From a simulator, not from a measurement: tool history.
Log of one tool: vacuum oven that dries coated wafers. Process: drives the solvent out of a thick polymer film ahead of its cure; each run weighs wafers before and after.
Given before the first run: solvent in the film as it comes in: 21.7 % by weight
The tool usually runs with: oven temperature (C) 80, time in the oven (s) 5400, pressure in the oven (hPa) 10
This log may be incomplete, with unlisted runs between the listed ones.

{"run": 1, "hour": 0.0, "oven temperature (C)": 80, "time in the oven (s)": 5400, "pressure in the oven (hPa)": 10, "solvent left in the film (%)": 3.78}
{"run": 2, "hour": 72.2, "oven temperature (C)": 66, "time in the oven (s)": 5400, "pressure in the oven (hPa)": 10, "solvent left in the film (%)": 8.95}
{"run": 3, "hour": 174.0, "oven temperature (C)": 80, "time in the oven (s)": 4920, "pressure in the oven (hPa)": 10, "solvent left in the film (%)": 4.29}
{"run": 4, "hour": 218.8, "oven temperature (C)": 80, "time in the oven (s)": 4920, "pressure in the oven (hPa)": 10, "solvent left in the film (%)": 4.39}
{"run": 5, "hour": 274.7, "oven temperature (C)": 80, "time in the oven (s)": 4920, "pressure in the oven (hPa)": 10, "solvent left in the film (%)": 4.29}
{"run": 6, "hour": 341.8, "oven temperature (C)": 80, "time in the oven (s)": 5400, "pressure in the oven (hPa)": 33.6, "solvent left in the film (%)": 5.67}
{"run": 7, "hour": 426.3, "oven temperature (C)": 80, "time in the oven (s)": 5400, "pressure in the oven (hPa)": 33.6, "solvent left in the film (%)": 5.78}
{"run": 8, "hour": 481.3, "oven temperature (C)": 80, "time in the oven (s)": 3780, "pressure in the oven (hPa)": 10, "solvent left in the film (%)": 5.91}
{"run": 9, "hour": 536.4, "oven temperature (C)": 82, "time in the oven (s)": 5400, "pressure in the oven (hPa)": 10, "solvent left in the film (%)": 3.24}
{"run": 10, "hour": 587.9, "oven temperature (C)": 80, "time in the oven (s)": 5400, "pressure in the oven (hPa)": 10, "solvent left in the film (%)": 3.82}
{"run": 11, "hour": 646.1, "oven temperature (C)": 80, "time in the oven (s)": 5400, "pressure in the oven (hPa)": 10, "solvent left in the film (%)": 3.82}
{"run": 12, "hour": 731.9, "oven temperature (C)": 80, "time in the oven (s)": 5400, "pressure in the oven (hPa)": 10, "solvent left in the film (%)": 3.66}
{"run": 13, "hour": 808.4, "oven temperature (C)": 85, "time in the oven (s)": 5400, "pressure in the oven (hPa)": 10, "solvent left in the film (%)": 2.55}
{"run": 14, "hour": 859.5, "oven temperature (C)": 85, "time in the oven (s)": 5400, "pressure in the oven (hPa)": 10, "solvent left in the film (%)": 2.45}
{"run": 15, "hour": 949.6, "oven temperature (C)": 85, "time in the oven (s)": 5400, "pressure in the oven (hPa)": 10, "solvent left in the film (%)": 2.59}
{"run": 16, "hour": 1032.5, "oven temperature (C)": 80, "time in the oven (s)": 5400, "pressure in the oven (hPa)": 10, "solvent left in the film (%)": 3.87}
{"run": 17, "hour": 1129.6, "oven temperature (C)": 92, "time in the oven (s)": 5400, "pressure in the oven (hPa)": 10, "solvent left in the film (%)": 1.24}
{"run": 18, "hour": 1192.6, "oven temperature (C)": 80, "time in the oven (s)": 5400, "pressure in the oven (hPa)": 35.8, "solvent left in the film (%)": 5.96}
{"run": 19, "hour": 1248.5, "oven temperature (C)": 80, "time in the oven (s)": 5400, "pressure in the oven (hPa)": 35.8, "solvent left in the film (%)": 6.02}
{"run": 20, "hour": 1343.6, "oven temperature (C)": 80, "time in the oven (s)": 7920, "pressure in the oven (hPa)": 35.8, "solvent left in the film (%)": 4.53}
{"run": 21, "hour": 1389.0, "oven temperature (C)": 80, "time in the oven (s)": 7920, "pressure in the oven (hPa)": 35.8, "solvent left in the film (%)": 4.48}
{"run": 22, "hour": 1470.0, "oven temperature (C)": 80, "time in the oven (s)": 9540, "pressure in the oven (hPa)": 10, "solvent left in the film (%)": 1.75}
{"run": 23, "hour": 1558.9, "oven temperature (C)": 80, "time in the oven (s)": 2940, "pressure in the oven (hPa)": 10, "solvent left in the film (%)": 7.48}
{"run": 24, "hour": 1628.2, "oven temperature (C)": 80, "time in the oven (s)": 2940, "pressure in the oven (hPa)": 10, "solvent left in the film (%)": 7.35}
{"run": 25, "hour": 1690.0, "oven temperature (C)": 80, "time in the oven (s)": 2940, "pressure in the oven (hPa)": 10, "solvent left in the film (%)": 7.45}
{"run": 26, "hour": 1771.8, "oven temperature (C)": 75, "time in the oven (s)": 3420, "pressure in the oven (hPa)": 8.3, "solvent left in the film (%)": 8.04}
{"run": 27, "hour": 1870.1, "oven temperature (C)": 68, "time in the oven (s)": 3120, "pressure in the oven (hPa)": 10, "solvent left in the film (%)": 11.11}
{"run": 28, "hour": 1922.2, "oven temperature (C)": 75, "time in the oven (s)": 9720, "pressure in the oven (hPa)": 11.7, "solvent left in the film (%)": 2.86}
{"run": 29, "hour": 1980.8, "oven temperature (C)": 75, "time in the oven (s)": 9720, "pressure in the oven (hPa)": 11.7, "solvent left in the film (%)": 2.81}
{"run": 30, "hour": 2056.8, "oven temperature (C)": 75, "time in the oven (s)": 9720, "pressure in the oven (hPa)": 11.7, "solvent left in the film (%)": 2.76}
{"run": 31, "hour": 2121.3, "oven temperature (C)": 75, "time in the oven (s)": 9720, "pressure in the oven (hPa)": 11.7, "solvent left in the film (%)": 2.86}
{"run": 32, "hour": 2179.3, "oven temperature (C)": 85, "time in the oven (s)": 8220, "pressure in the oven (hPa)": 36, "solvent left in the film (%)": 3.2}
{"run": 33, "hour": 2233.9, "oven temperature (C)": 80, "time in the oven (s)": 3420, "pressure in the oven (hPa)": 25.4, "solvent left in the film (%)": 7.65}
{"run": 34, "hour": 2314.7, "oven temperature (C)": 88, "time in the oven (s)": 5820, "pressure in the oven (hPa)": 19.6, "solvent left in the film (%)": 2.25}
{"run": 35, "hour": 2397.5, "oven temperature (C)": 90, "time in the oven (s)": 6840, "pressure in the oven (hPa)": 11, "solvent left in the film (%)": 1.14}
{"run": 36, "hour": 2438.4, "oven temperature (C)": 90, "time in the oven (s)": 6840, "pressure in the oven (hPa)": 11, "solvent left in the film (%)": 1.03}
{"run": 37, "hour": 2481.2, "oven temperature (C)": 80, "time in the oven (s)": 5400, "pressure in the oven (hPa)": 14.8, "solvent left in the film (%)": 4.2}
{"run": 38, "hour": 2539.7, "oven temperature (C)": 80, "time in the oven (s)": 5400, "pressure in the oven (hPa)": 14.8, "solvent left in the film (%)": 4.29}
{"run": 39, "hour": 2588.0, "oven temperature (C)": 80, "time in the oven (s)": 5400, "pressure in the oven (hPa)": 14.8, "solvent left in the film (%)": 4.16}
{"run": 40, "hour": 2649.7, "oven temperature (C)": 80, "time in the oven (s)": 5820, "pressure in the oven (hPa)": 8.8, "solvent left in the film (%)": 3.35}
{"run": 41, "hour": 2710.0, "oven temperature (C)": 70, "time in the oven (s)": 5400, "pressure in the oven (hPa)": 17.9, "solvent left in the film (%)": 8.15}
{"run": 42, "hour": 2794.4, "oven temperature (C)": 70, "time in the oven (s)": 3960, "pressure in the oven (hPa)": 17.9, "solvent left in the film (%)": 9.87}
{"run": 43, "hour": 2852.8, "oven temperature (C)": 80, "time in the oven (s)": 5400, "pressure in the oven (hPa)": 5, "solvent left in the film (%)": 3.25}
{"run": 44, "hour": 2940.7, "oven temperature (C)": 80, "time in the oven (s)": 9540, "pressure in the oven (hPa)": 13.1, "solvent left in the film (%)": 1.99}
{"run": 45, "hour": 3017.0, "oven temperature (C)": 93, "time in the oven (s)": 5400, "pressure in the oven (hPa)": 30.4, "solvent left in the film (%)": 2.24}
{"run": 46, "hour": 3074.4, "oven temperature (C)": 66, "time in the oven (s)": 6060, "pressure in the oven (hPa)": 27, "solvent left in the film (%)": 10.15}
{"run": 47, "hour": 3117.2, "oven temperature (C)": 86, "time in the oven (s)": 5400, "pressure in the oven (hPa)": 15.4, "solvent left in the film (%)": 2.67}

Missing from the log above: 3 entries noted between runs. For each, name the pair of listed runs it sits between and say how the tool's hidden condition differs from the listed run just before to the listed run just after:
From run 9 to run 10: oven's thermocouples calibrated (hour 577.5)
  true wafer temperature over the reading, C: -0.1 -> 0.01; true pressure over the reading, kPa: 0.032 -> 0.033
From run 11 to run 12: vacuum gauge cleaned of residue and calibrated (hour 720.2)
  true pressure over the reading, kPa: 0.033 -> 0
From run 29 to run 30: oven's thermocouples calibrated (hour 2038.2)
  true wafer temperature over the reading, C: -0.09 -> 0.01
